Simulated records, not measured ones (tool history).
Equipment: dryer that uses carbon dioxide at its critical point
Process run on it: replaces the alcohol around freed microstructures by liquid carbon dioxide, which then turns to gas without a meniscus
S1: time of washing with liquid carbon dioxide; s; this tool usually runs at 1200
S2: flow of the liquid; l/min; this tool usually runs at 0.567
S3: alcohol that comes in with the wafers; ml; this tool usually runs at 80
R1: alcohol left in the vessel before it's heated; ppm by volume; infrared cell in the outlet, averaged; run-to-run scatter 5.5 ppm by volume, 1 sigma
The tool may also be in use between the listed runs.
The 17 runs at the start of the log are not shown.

run 18 day=29.275 | S1=1200 S2=0.567 S3=33 | R1=230
run 19 day=30.488 | S1=1200 S2=0.567 S3=33 | R1=247
run 20 day=31.762 | S1=1200 S2=0.567 S3=33 | R1=268
run 21 day=33.588 | S1=780 S2=0.683 S3=44 | R1=523
run 22 day=35.267 | S1=780 S2=0.683 S3=29 | R1=445
-- day=36.971 inlet filter changed
run 23 day=36.971 | S1=1200 S2=0.440 S3=23 | R1=371
run 24 day=38.171 | S1=1080 S2=0.504 S3=80 | R1=680
run 25 day=39.142 | S1=1080 S2=0.504 S3=80 | R1=701
run 26 day=41.021 | S1=1080 S2=0.504 S3=80 | R1=738
-- day=42.067 purifier's bed changed
run 27 day=42.958 | S1=780 S2=0.515 S3=39 | R1=794
run 28 day=44.529 | S1=780 S2=0.515 S3=92 | R1=1866
run 29 day=45.958 | S1=780 S2=0.515 S3=92 | R1=1891
run 30 day=47.867 | S1=780 S2=0.341 S3=62 | R1=3800
run 31 day=49.417 | S1=780 S2=0.341 S3=62 | R1=3979
run 32 day=51.179 | S1=780 S2=0.341 S3=62 | R1=3922
-- day=52.562 inlet filter changed
run 33 day=53.188 | S1=780 S2=0.341 S3=62 | R1=3586
run 34 day=54.975 | S1=1020 S2=0.586 S3=23 | R1=187
run 35 day=57.025 | S1=1020 S2=0.586 S3=23 | R1=206
run 36 day=59.017 | S1=1200 S2=0.577 S3=28 | R1=178
run 37 day=60.625 | S1=960 S2=0.350 S3=28 | R1=1073
run 38 day=62.925 | S1=960 S2=0.535 S3=73 | R1=793

4 options for the next run, each taken on its own from the tool as it stands now. Forecast them:
run A day=64.229 | S1=1200 S2=0.651 S3=57 | R1=?
run B day=64.229 | S1=840 S2=0.345 S3=35 | R1=?
run C day=64.229 | S1=1260 S2=0.786 S3=23 | R1=?
run D day=64.229 | S1=1380 S2=0.567 S3=52 | R1=?

run=A R1=212
run=B R1=1927
run=C R1=158
run=D R1=199
Without the tool's hidden state the same runs would have given:
run=A R1=47
run=B R1=1571
run=C R1=9
run=D R1=37

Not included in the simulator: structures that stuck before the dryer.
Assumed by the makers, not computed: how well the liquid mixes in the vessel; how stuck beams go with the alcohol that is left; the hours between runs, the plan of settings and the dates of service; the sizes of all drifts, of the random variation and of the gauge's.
